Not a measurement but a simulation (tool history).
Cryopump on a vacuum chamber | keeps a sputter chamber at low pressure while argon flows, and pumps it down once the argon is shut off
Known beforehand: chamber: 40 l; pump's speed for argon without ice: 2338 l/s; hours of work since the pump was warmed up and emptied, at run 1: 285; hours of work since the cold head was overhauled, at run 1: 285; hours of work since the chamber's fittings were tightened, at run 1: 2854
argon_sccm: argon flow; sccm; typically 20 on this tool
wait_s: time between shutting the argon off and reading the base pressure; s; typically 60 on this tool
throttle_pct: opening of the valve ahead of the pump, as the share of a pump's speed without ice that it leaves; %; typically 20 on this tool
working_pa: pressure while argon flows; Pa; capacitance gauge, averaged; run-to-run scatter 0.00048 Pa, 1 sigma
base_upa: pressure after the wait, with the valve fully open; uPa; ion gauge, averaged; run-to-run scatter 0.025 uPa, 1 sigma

run	day	argon_sccm	wait_s	throttle_pct	hours of work since the pump was warmed up and emptied	hours of work since the cold head was overhauled	hours of work since the chamber's fittings were tightened	working_pa	base_upa
1	0.000	20	60	20	285	285	2854	0.0728	1.45
2	0.738	20	60	20	300	300	2869	0.0730	1.44
3	1.146	20	60	19	308	308	2878	0.0774	1.49
4	1.658	20	60	19	319	319	2888	0.0771	1.50
5	2.221	20	60	20	331	331	2900	0.0732	1.47
6	2.671	20	60	20	340	340	2909	0.0736	1.45
7	3.042	20	60	20	347	347	2917	0.0722	1.48
8	3.608	8	60	20	359	359	2928	0.0295	1.50
9	3.908	20	60	20	365	365	2934	0.0739	1.47
10	4.275	20	60	20	373	373	2942	0.0744	1.46
11	4.808	20	20	20	384	384	2953	0.0731	3.24
12	5.371	20	20	20	395	395	2965	0.0739	3.22
13	5.708	10	60	20	402	402	2972	0.0370	1.53
14	6.208	10	60	20	413	413	2982	0.0370	1.44
15	6.817	10	60	20	425	425	2994	0.0372	1.48
16	7.233	10	60	20	434	434	3003	0.0359	1.50
17	7.654	20	77	20	443	443	3012	0.0734	1.36
18	7.975	20	60	23	449	449	3018	0.0640	1.48
19	8.392	20	189	37	458	458	3027	0.0402	0.93
20	9.129	23	20	33	473	473	3042	0.0517	3.34
21	9.496	23	20	33	481	481	3050	0.0521	3.25
22	9.938	18	38	36	490	490	3059	0.0377	2.06
23	10.417	18	38	36	499	499	3069	0.0378	2.02
24	10.833	18	38	36	508	508	3077	0.0379	2.02
25	11.412	20	60	49	520	520	3089	0.0306	1.54
26	11.758	20	190	16	527	527	3096	0.0924	0.94
27	12.162	20	185	22	536	536	3105	0.0680	0.94
28	12.775	23	97	20	548	548	3117	0.0847	1.20
29	13.204	23	97	20	557	557	3126	0.0850	1.23
30	13.871	28	142	29	571	571	3140	0.0720	1.03
31	14.396	28	142	29	582	582	3151	0.0724	0.98
32	14.821	11	133	16	590	590	3160	0.0511	1.08
33	15.275	18	152	56	600	600	3169	0.0251	1.06

Expected results for the next run?
34	15.717	18	152	56	609	609	3178	?	?

{"run 34": {"working_pa": 0.025, "base_upa": 1.07}}
If the tool had no hidden condition, the same run with the same run-to-run variation would have returned working_pa 0.0233 Pa, base_upa 0.50 uPa.
